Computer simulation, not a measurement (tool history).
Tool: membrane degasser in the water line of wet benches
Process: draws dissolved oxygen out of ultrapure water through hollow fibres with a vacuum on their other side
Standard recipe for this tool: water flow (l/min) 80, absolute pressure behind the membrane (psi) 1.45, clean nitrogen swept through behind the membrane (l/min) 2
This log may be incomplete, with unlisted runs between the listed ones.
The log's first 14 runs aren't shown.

run,hour,water flow (l/min),absolute pressure behind the membrane (psi),clean nitrogen swept through behind the membrane (l/min),hours since the membrane was changed,hours since the vacuum gauge was calibrated,hours since the vacuum lines were made tight,dissolved oxygen in the water behind the degasser (ppb),pressure that the water loses in the fibres (psi)
15,1173.5,80,1.45,2,4622,2856,6883,570.8,8.775
16,1243.4,80,1.45,1.83,4692,2925,6953,606.1,8.749
17,1305.9,58,1.45,1.83,4755,2988,7015,467.2,6.383
18,1379.8,58,1.45,1.83,4829,3062,7089,469.1,6.366
19,1476.4,58,1.45,1.83,4925,3158,7186,464.5,6.363
20,1565.8,58,1.45,1.83,5015,3248,7275,462.6,6.416
# hour 1624: seals of the vacuum lines changed
21,1683.4,80,1.45,2.83,5130,3363,59,445.3,8.805
22,1777.6,80,1.45,3.75,5224,3458,154,369.3,8.83
23,1872.6,80,1.45,3.75,5319,3553,249,363.3,8.897
24,1939.7,80,1.45,3.75,5386,3620,316,357,8.826
25,2040.5,68,1.32,1.42,5487,3721,417,561.4,7.565
26,2092,80,1.87,5.03,5539,3772,468,386.9,8.852
27,2143.5,80,1.87,5.03,5590,3824,520,385.1,8.879
28,2264.3,59,2.52,5.03,5711,3944,640,403.3,6.538
29,2321.5,105,1.93,1.56,5768,4002,698,1140.1,11.657
30,2371.7,125,1.93,1.56,5818,4052,748,1301.4,13.805
31,2452.9,125,1.93,1.56,5900,4133,829,1301.3,13.861
32,2538.1,125,1.93,1.56,5985,4218,914,1317,13.898
33,2623.3,102,0.93,3.67,6070,4303,999,269,11.319

3 options for the next run, each taken on its own from the tool as it stands now. Forecast them:
A,2740.3,80,1.12,1.02,6187,4420,1116,?,?
B,2740.3,102,1.17,3.67,6187,4420,1116,?,?
C,2740.3,61,2.15,2.13,6187,4420,1116,?,?

run,dissolved oxygen in the water behind the degasser (ppb),pressure that the water loses in the fibres (psi)
A,625,8.946
B,366,11.38
C,690.7,6.781
Without the tool's hidden state the same runs would have given:
run,dissolved oxygen in the water behind the degasser (ppb),pressure that the water loses in the fibres (psi)
A,597.6,8.498
B,342,10.81
C,675.7,6.44

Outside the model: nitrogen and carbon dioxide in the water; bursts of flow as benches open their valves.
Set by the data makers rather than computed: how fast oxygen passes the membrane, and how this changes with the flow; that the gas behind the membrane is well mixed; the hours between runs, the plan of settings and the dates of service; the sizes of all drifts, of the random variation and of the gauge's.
